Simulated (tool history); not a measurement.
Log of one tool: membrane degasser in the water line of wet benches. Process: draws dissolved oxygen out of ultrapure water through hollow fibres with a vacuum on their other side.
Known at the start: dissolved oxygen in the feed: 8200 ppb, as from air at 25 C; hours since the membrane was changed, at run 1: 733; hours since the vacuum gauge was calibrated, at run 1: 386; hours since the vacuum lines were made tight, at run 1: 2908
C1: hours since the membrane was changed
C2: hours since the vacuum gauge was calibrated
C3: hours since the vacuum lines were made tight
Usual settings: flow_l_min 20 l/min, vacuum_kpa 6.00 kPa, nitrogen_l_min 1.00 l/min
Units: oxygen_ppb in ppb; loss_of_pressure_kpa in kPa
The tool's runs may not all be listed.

run 1 day=0.000 | flow_l_min=20 vacuum_kpa=6.00 nitrogen_l_min=1.00 | C1=733 C2=386 C3=2908 | oxygen_ppb=130.0 loss_of_pressure_kpa=37.38
run 2 day=3.008 | flow_l_min=20 vacuum_kpa=6.00 nitrogen_l_min=1.00 | C1=805 C2=458 C3=2980 | oxygen_ppb=133.3 loss_of_pressure_kpa=37.64
run 3 day=5.033 | flow_l_min=20 vacuum_kpa=6.00 nitrogen_l_min=1.00 | C1=853 C2=507 C3=3029 | oxygen_ppb=128.8 loss_of_pressure_kpa=37.72
run 4 day=6.679 | flow_l_min=20 vacuum_kpa=6.00 nitrogen_l_min=1.00 | C1=893 C2=547 C3=3069 | oxygen_ppb=129.3 loss_of_pressure_kpa=37.92
run 5 day=8.454 | flow_l_min=20 vacuum_kpa=6.00 nitrogen_l_min=1.00 | C1=935 C2=589 C3=3111 | oxygen_ppb=131.6 loss_of_pressure_kpa=37.73
run 6 day=11.567 | flow_l_min=20 vacuum_kpa=6.00 nitrogen_l_min=1.00 | C1=1010 C2=664 C3=3186 | oxygen_ppb=131.5 loss_of_pressure_kpa=37.62
run 7 day=12.912 | flow_l_min=20 vacuum_kpa=6.00 nitrogen_l_min=1.00 | C1=1042 C2=696 C3=3218 | oxygen_ppb=129.8 loss_of_pressure_kpa=37.52
run 8 day=15.112 | flow_l_min=20 vacuum_kpa=6.00 nitrogen_l_min=1.00 | C1=1095 C2=749 C3=3271 | oxygen_ppb=130.5 loss_of_pressure_kpa=38.29
run 9 day=17.162 | flow_l_min=20 vacuum_kpa=6.00 nitrogen_l_min=1.00 | C1=1144 C2=798 C3=3320 | oxygen_ppb=128.5 loss_of_pressure_kpa=37.79
run 10 day=19.138 | flow_l_min=20 vacuum_kpa=6.00 nitrogen_l_min=1.00 | C1=1192 C2=845 C3=3368 | oxygen_ppb=127.8 loss_of_pressure_kpa=37.75
run 11 day=20.892 | flow_l_min=20 vacuum_kpa=6.00 nitrogen_l_min=1.00 | C1=1234 C2=888 C3=3410 | oxygen_ppb=132.3 loss_of_pressure_kpa=37.78
run 12 day=23.242 | flow_l_min=20 vacuum_kpa=6.00 nitrogen_l_min=0.78 | C1=1290 C2=944 C3=3466 | oxygen_ppb=158.2 loss_of_pressure_kpa=38.02
run 13 day=24.729 | flow_l_min=20 vacuum_kpa=6.00 nitrogen_l_min=1.00 | C1=1326 C2=980 C3=3502 | oxygen_ppb=131.4 loss_of_pressure_kpa=37.72
run 14 day=26.183 | flow_l_min=20 vacuum_kpa=6.00 nitrogen_l_min=1.00 | C1=1361 C2=1015 C3=3537 | oxygen_ppb=129.9 loss_of_pressure_kpa=37.53
run 15 day=27.846 | flow_l_min=13 vacuum_kpa=6.00 nitrogen_l_min=1.00 | C1=1401 C2=1054 C3=3577 | oxygen_ppb=88.6 loss_of_pressure_kpa=24.51
run 16 day=29.208 | flow_l_min=13 vacuum_kpa=6.00 nitrogen_l_min=1.00 | C1=1434 C2=1087 C3=3609 | oxygen_ppb=87.8 loss_of_pressure_kpa=24.86
-- day=29.442 vacuum gauge calibrated
run 17 day=31.479 | flow_l_min=16 vacuum_kpa=6.00 nitrogen_l_min=0.50 | C1=1488 C2=49 C3=3663 | oxygen_ppb=190.7 loss_of_pressure_kpa=30.39
run 18 day=33.854 | flow_l_min=16 vacuum_kpa=6.00 nitrogen_l_min=0.50 | C1=1544 C2=106 C3=3720 | oxygen_ppb=192.2 loss_of_pressure_kpa=30.31
run 19 day=36.450 | flow_l_min=16 vacuum_kpa=6.00 nitrogen_l_min=0.40 | C1=1607 C2=168 C3=3783 | oxygen_ppb=229.2 loss_of_pressure_kpa=30.27
run 20 day=39.112 | flow_l_min=16 vacuum_kpa=6.00 nitrogen_l_min=0.40 | C1=1671 C2=232 C3=3846 | oxygen_ppb=228.4 loss_of_pressure_kpa=30.22
run 21 day=41.292 | flow_l_min=16 vacuum_kpa=6.00 nitrogen_l_min=0.40 | C1=1723 C2=284 C3=3899 | oxygen_ppb=225.2 loss_of_pressure_kpa=30.18
run 22 day=43.504 | flow_l_min=13 vacuum_kpa=3.75 nitrogen_l_min=1.50 | C1=1776 C2=338 C3=3952 | oxygen_ppb=13.5 loss_of_pressure_kpa=24.85
run 23 day=45.950 | flow_l_min=20 vacuum_kpa=3.75 nitrogen_l_min=2.00 | C1=1835 C2=396 C3=4011 | oxygen_ppb=18.9 loss_of_pressure_kpa=37.93
-- day=46.708 vacuum gauge calibrated, once more
run 24 day=48.221 | flow_l_min=15 vacuum_kpa=10.49 nitrogen_l_min=1.37 | C1=1889 C2=36 C3=4065 | oxygen_ppb=187.6 loss_of_pressure_kpa=28.66
run 25 day=50.721 | flow_l_min=22 vacuum_kpa=6.00 nitrogen_l_min=1.00 | C1=1949 C2=96 C3=4125 | oxygen_ppb=141.1 loss_of_pressure_kpa=41.99
run 26 day=53.062 | flow_l_min=13 vacuum_kpa=12.67 nitrogen_l_min=2.44 | C1=2005 C2=152 C3=4181 | oxygen_ppb=121.6 loss_of_pressure_kpa=24.76
run 27 day=55.850 | flow_l_min=13 vacuum_kpa=12.67 nitrogen_l_min=2.44 | C1=2072 C2=219 C3=4248 | oxygen_ppb=122.9 loss_of_pressure_kpa=24.82
run 28 day=58.621 | flow_l_min=13 vacuum_kpa=12.67 nitrogen_l_min=2.44 | C1=2138 C2=286 C3=4314 | oxygen_ppb=122.9 loss_of_pressure_kpa=24.62
run 29 day=60.712 | flow_l_min=18 vacuum_kpa=5.40 nitrogen_l_min=0.97 | C1=2189 C2=336 C3=4364 | oxygen_ppb=93.4 loss_of_pressure_kpa=34.27
run 30 day=62.838 | flow_l_min=20 vacuum_kpa=12.80 nitrogen_l_min=1.00 | C1=2240 C2=387 C3=4415 | oxygen_ppb=416.6 loss_of_pressure_kpa=37.98
run 31 day=64.683 | flow_l_min=16 vacuum_kpa=12.40 nitrogen_l_min=1.74 | C1=2284 C2=431 C3=4460 | oxygen_ppb=202.2 loss_of_pressure_kpa=30.27
run 32 day=67.175 | flow_l_min=15 vacuum_kpa=10.49 nitrogen_l_min=0.50 | C1=2344 C2=491 C3=4519 | oxygen_ppb=451.3 loss_of_pressure_kpa=28.24

3 ways to go on from here, each from the tool as it stands after run 32. What would each give?
run A day=68.658 | flow_l_min=15 vacuum_kpa=10.49 nitrogen_l_min=1.66 | C1=2379 C2=527 C3=4555 | oxygen_ppb=? loss_of_pressure_kpa=?
run B day=68.658 | flow_l_min=29 vacuum_kpa=12.67 nitrogen_l_min=1.89 | C1=2379 C2=527 C3=4555 | oxygen_ppb=? loss_of_pressure_kpa=?
run C day=68.658 | flow_l_min=15 vacuum_kpa=6.64 nitrogen_l_min=0.88 | C1=2379 C2=527 C3=4555 | oxygen_ppb=? loss_of_pressure_kpa=?

run=A oxygen_ppb=159.9 loss_of_pressure_kpa=28.64
run=B oxygen_ppb=354.1 loss_of_pressure_kpa=55.03
run=C oxygen_ppb=134.1 loss_of_pressure_kpa=28.27
Without the tool's hidden state the same runs would have given:
run=A oxygen_ppb=158.2 loss_of_pressure_kpa=28.32
run=B oxygen_ppb=350.6 loss_of_pressure_kpa=54.43
run=C oxygen_ppb=132.5 loss_of_pressure_kpa=27.96

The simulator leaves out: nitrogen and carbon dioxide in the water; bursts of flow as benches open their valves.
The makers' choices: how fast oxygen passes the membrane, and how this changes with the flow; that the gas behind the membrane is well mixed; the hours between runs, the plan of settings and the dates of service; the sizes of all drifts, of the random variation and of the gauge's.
